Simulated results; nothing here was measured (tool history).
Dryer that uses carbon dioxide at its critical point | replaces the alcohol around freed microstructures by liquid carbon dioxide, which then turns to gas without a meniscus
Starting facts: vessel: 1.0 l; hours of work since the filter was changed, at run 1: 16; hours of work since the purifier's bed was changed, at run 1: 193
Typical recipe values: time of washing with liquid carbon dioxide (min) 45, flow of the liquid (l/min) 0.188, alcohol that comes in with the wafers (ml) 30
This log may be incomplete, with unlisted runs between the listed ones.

| run | hour | time of washing with liquid carbon dioxide (min) | flow of the liquid (l/min) | alcohol that comes in with the wafers (ml) | hours of work since the filter was changed | hours of work since the purifier's bed was changed | alcohol left in the vessel before it's heated (ppm by volume) |
|---|---|---|---|---|---|---|---|
| 1 | 0.0 | 45 | 0.188 | 30 | 16 | 193 | 55 |
| 2 | 8.4 | 45 | 0.188 | 30 | 22 | 199 | 58 |
| 3 | 15.4 | 30 | 0.188 | 30 | 27 | 204 | 206 |
| 4 | 26.4 | 30 | 0.188 | 30 | 35 | 212 | 185 |
| 5 | 35.7 | 30 | 0.188 | 30 | 42 | 219 | 210 |
| 6 | 42.0 | 30 | 0.188 | 30 | 46 | 224 | 207 |
| 7 | 48.9 | 45 | 0.188 | 30 | 51 | 229 | 70 |
| 8 | 57.1 | 45 | 0.188 | 30 | 57 | 235 | 65 |
| 9 | 62.7 | 45 | 0.188 | 30 | 61 | 239 | 69 |
| 10 | 75.6 | 45 | 0.188 | 30 | 71 | 248 | 78 |
| 11 | 86.9 | 45 | 0.188 | 30 | 79 | 257 | 76 |
| 12 | 96.2 | 45 | 0.117 | 30 | 86 | 263 | 252 |
| 13 | 107.4 | 45 | 0.188 | 30 | 94 | 272 | 88 |
| 14 | 113.0 | 45 | 0.188 | 30 | 98 | 276 | 81 |
| 15 | 122.9 | 45 | 0.188 | 30 | 105 | 283 | 81 |
| 16 | 131.7 | 37 | 0.188 | 30 | 111 | 289 | 116 |
| 17 | 139.4 | 45 | 0.188 | 30 | 117 | 295 | 85 |
| 18 | 145.7 | 45 | 0.188 | 30 | 122 | 299 | 82 |
| 19 | 158.7 | 45 | 0.188 | 30 | 131 | 309 | 92 |
| 20 | 165.8 | 45 | 0.188 | 94 | 136 | 314 | 108 |
| 21 | 176.6 | 45 | 0.188 | 94 | 144 | 322 | 116 |
| 22 | 182.2 | 45 | 0.188 | 94 | 148 | 326 | 127 |
| 23 | 190.7 | 32 | 0.188 | 30 | 154 | 332 | 194 |
| 24 | 197.7 | 36 | 0.188 | 30 | 160 | 337 | 131 |
| 25 | 207.3 | 36 | 0.188 | 30 | 167 | 344 | 146 |
| 26 | 216.6 | 45 | 0.123 | 30 | 173 | 351 | 256 |
| 27 | 225.0 | 35 | 0.188 | 112 | 179 | 357 | 350 |
| 28 | 237.0 | 31 | 0.158 | 30 | 188 | 366 | 410 |
| 29 | 246.0 | 45 | 0.233 | 72 | 195 | 372 | 105 |
| 30 | 257.7 | 45 | 0.188 | 51 | 203 | 381 | 112 |
| 31 | 264.0 | 45 | 0.313 | 71 | 208 | 386 | 91 |
| 32 | 269.9 | 54 | 0.313 | 82 | 212 | 390 | 91 |
| 33 | 278.1 | 37 | 0.174 | 27 | 218 | 396 | 177 |
| 34 | 288.6 | 65 | 0.174 | 64 | 226 | 403 | 105 |
| 35 | 296.7 | 65 | 0.174 | 64 | 232 | 409 | 98 |
| 36 | 308.5 | 65 | 0.174 | 64 | 240 | 418 | 103 |
| 37 | 315.3 | 65 | 0.174 | 64 | 245 | 423 | 96 |
| 38 | 323.4 | 29 | 0.174 | 21 | 251 | 429 | 311 |
| 39 | 330.9 | 56 | 0.240 | 53 | 257 | 434 | 96 |
| 40 | 338.4 | 56 | 0.240 | 53 | 262 | 440 | 106 |
| 41 | 350.0 | 27 | 0.231 | 73 | 270 | 448 | 408 |
| 42 | 360.2 | 39 | 0.123 | 30 | 278 | 456 | 482 |
| 43 | 366.3 | 29 | 0.114 | 30 | 282 | 460 | 1571 |
| 44 | 374.2 | 45 | 0.188 | 62 | 288 | 466 | 143 |
| 45 | 385.0 | 45 | 0.268 | 62 | 296 | 474 | 112 |
| 46 | 397.8 | 45 | 0.188 | 43 | 305 | 483 | 137 |
| 47 | 405.8 | 45 | 0.188 | 43 | 311 | 489 | 147 |
| 48 | 415.1 | 45 | 0.188 | 43 | 318 | 496 | 146 |

Branching from run 48: 3 alternative next runs. What would each branch give?
| A | 424.1 | 45 | 0.158 | 30 | 324 | 502 | ? |
| B | 424.1 | 35 | 0.240 | 33 | 324 | 502 | ? |
| C | 424.1 | 64 | 0.188 | 68 | 324 | 502 | ? |

| run | alcohol left in the vessel before it's heated (ppm by volume) |
|---|---|
| A | 175 |
| B | 137 |
| C | 116 |
With the hidden condition removed and each run's random variation left untouched, the same runs would have given:
| run | alcohol left in the vessel before it's heated (ppm by volume) |
|---|---|
| A | 42 |
| B | 19 |
| C | 0 |

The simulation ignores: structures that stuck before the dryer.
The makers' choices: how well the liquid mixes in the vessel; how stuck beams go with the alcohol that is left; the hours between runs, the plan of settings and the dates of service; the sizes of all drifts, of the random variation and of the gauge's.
